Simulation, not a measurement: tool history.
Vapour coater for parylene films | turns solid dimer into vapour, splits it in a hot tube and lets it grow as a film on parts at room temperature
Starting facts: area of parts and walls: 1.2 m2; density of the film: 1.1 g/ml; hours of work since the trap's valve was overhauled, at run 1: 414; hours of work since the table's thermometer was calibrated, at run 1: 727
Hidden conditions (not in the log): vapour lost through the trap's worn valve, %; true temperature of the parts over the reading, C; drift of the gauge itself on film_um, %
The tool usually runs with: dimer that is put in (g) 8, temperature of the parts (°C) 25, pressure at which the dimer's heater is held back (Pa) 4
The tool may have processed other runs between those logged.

run	hour	dimer that is put in (g)	temperature of the parts (°C)	pressure at which the dimer's heater is held back (Pa)	hours of work since the trap's valve was overhauled	hours of work since the table's thermometer was calibrated	thickness of the film (µm)
1	0	8	25	4	414	727	2.94
# hour 11.1: trap's valve overhauled
2	65.8	8	29	4	48	782	2.84
3	125.6	8	22	4	101	835	3.56
4	203.2	8	26	4	170	904	3.1
5	237.3	8	25	4	200	934	3.14
6	302.7	8	25	4	258	992	3.11
7	340.7	8	25	4	292	1025	3.07
8	380.8	8	25	4	327	1061	3.04
9	418.3	8	25	2.94	360	1094	3.19
# hour 427: table's thermometer calibrated
10	467.2	4	25	4	403	36	1.44
# hour 493.5: trap's valve overhauled
11	521.8	4	25	4	25	80	1.68
# hour 560.1: table's thermometer calibrated, once more
12	599.9	4	25	4	93	35	1.58
13	653.9	4	25	8.93	141	83	1.35
14	731.3	4	25	8.93	210	152	1.34
15	794.7	4	25	8.93	266	208	1.31
16	844.5	8	32	9.81	310	252	2.09
17	917	8	32	9.81	374	316	1.97
# hour 976.9: trap's valve overhauled
18	976.9	3	32	2.23	0	365	1.08
19	1057.5	12	23	9.74	71	437	4.34
20	1134.9	13	24	9.74	140	505	4.53
21	1218.3	4	26	6.77	214	579	1.33
22	1263.7	14	19	5.76	254	619	6.13
23	1305.3	14	19	5.76	291	656	5.95
24	1380.3	6	25	4	357	723	2.25

The next listed run, before its measurement:
25	1417.9	8	19	3.22	390	756	?

{"run 25": {"thickness of the film (µm)": 3.69}}
With the hidden condition absent and the run-to-run variation left alone, this run would have shown thickness of the film (µm) 4.1.

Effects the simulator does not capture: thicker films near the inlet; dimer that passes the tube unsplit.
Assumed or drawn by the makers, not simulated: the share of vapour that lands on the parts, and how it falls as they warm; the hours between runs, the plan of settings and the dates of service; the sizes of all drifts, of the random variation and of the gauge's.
